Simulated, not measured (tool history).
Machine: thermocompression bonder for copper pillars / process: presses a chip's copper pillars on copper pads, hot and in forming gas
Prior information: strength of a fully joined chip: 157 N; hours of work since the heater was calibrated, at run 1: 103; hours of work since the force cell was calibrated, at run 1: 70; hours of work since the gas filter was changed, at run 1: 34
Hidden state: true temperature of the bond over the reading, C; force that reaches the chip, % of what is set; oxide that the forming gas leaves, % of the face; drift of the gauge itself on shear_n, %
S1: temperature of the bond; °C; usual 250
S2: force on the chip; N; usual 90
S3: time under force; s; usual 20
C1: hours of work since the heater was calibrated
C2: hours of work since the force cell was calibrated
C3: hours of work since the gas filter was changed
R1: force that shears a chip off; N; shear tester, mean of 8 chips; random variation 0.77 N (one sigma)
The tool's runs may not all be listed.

{"run": 1, "hour": 0.0, "S1": 250, "S2": 90, "S3": 20, "C1": 103, "C2": 70, "C3": 34, "R1": 55.9}
{"run": 2, "hour": 15.0, "S1": 250, "S2": 90, "S3": 20, "C1": 110, "C2": 76, "C3": 41, "R1": 57.0}
{"run": 3, "hour": 33.1, "S1": 250, "S2": 90, "S3": 20, "C1": 117, "C2": 84, "C3": 48, "R1": 55.9}
{"run": 4, "hour": 64.1, "S1": 250, "S2": 90, "S3": 20, "C1": 130, "C2": 97, "C3": 61, "R1": 57.2}
{"run": 5, "hour": 95.0, "S1": 250, "S2": 91, "S3": 20, "C1": 143, "C2": 110, "C3": 74, "R1": 57.6}
{"run": 6, "hour": 110.0, "S1": 250, "S2": 91, "S3": 20, "C1": 150, "C2": 116, "C3": 80, "R1": 55.3}
{"run": 7, "hour": 137.1, "S1": 250, "S2": 91, "S3": 20, "C1": 161, "C2": 128, "C3": 92, "R1": 56.3}
{"run": 8, "hour": 164.1, "S1": 250, "S2": 91, "S3": 20, "C1": 172, "C2": 139, "C3": 103, "R1": 56.5}
{"run": 9, "hour": 196.0, "S1": 250, "S2": 122, "S3": 20, "C1": 186, "C2": 152, "C3": 117, "R1": 67.3}
{"run": 10, "hour": 213.0, "S1": 278, "S2": 122, "S3": 20, "C1": 193, "C2": 160, "C3": 124, "R1": 86.4}
{"run": 11, "hour": 236.8, "S1": 250, "S2": 90, "S3": 20, "C1": 203, "C2": 170, "C3": 134, "R1": 53.6}
{"run": 12, "hour": 257.0, "S1": 250, "S2": 90, "S3": 20, "C1": 211, "C2": 178, "C3": 142, "R1": 54.9}
{"hour": 260.7, "done": "heater calibrated with a thermocouple chip"}
{"run": 13, "hour": 277.4, "S1": 250, "S2": 67, "S3": 20, "C1": 7, "C2": 186, "C3": 150, "R1": 44.9}
{"run": 14, "hour": 300.9, "S1": 250, "S2": 67, "S3": 20, "C1": 17, "C2": 196, "C3": 160, "R1": 44.9}
{"run": 15, "hour": 317.4, "S1": 250, "S2": 67, "S3": 20, "C1": 24, "C2": 203, "C3": 167, "R1": 43.8}
{"run": 16, "hour": 351.2, "S1": 250, "S2": 90, "S3": 20, "C1": 38, "C2": 217, "C3": 181, "R1": 51.7}
{"hour": 372.9, "done": "heater calibrated with a thermocouple chip, once more"}
{"run": 17, "hour": 381.9, "S1": 250, "S2": 90, "S3": 20, "C1": 4, "C2": 229, "C3": 193, "R1": 55.7}
{"run": 18, "hour": 402.4, "S1": 250, "S2": 90, "S3": 20, "C1": 12, "C2": 237, "C3": 202, "R1": 55.3}
{"run": 19, "hour": 417.0, "S1": 250, "S2": 90, "S3": 20, "C1": 19, "C2": 244, "C3": 208, "R1": 55.2}
{"run": 20, "hour": 448.5, "S1": 250, "S2": 90, "S3": 20, "C1": 32, "C2": 257, "C3": 221, "R1": 56.3}
{"run": 21, "hour": 472.7, "S1": 253, "S2": 80, "S3": 20, "C1": 42, "C2": 267, "C3": 231, "R1": 51.8}
{"run": 22, "hour": 488.5, "S1": 236, "S2": 63, "S3": 17, "C1": 49, "C2": 274, "C3": 238, "R1": 33.6}

What does the tool deliver on the next run?
{"run": 23, "hour": 504.2, "S1": 264, "S2": 90, "S3": 38, "C1": 55, "C2": 280, "C3": 244, "R1": "?"}

R1: 80.4 N
Without the tool's hidden state the same run would have given R1 85.6 N.
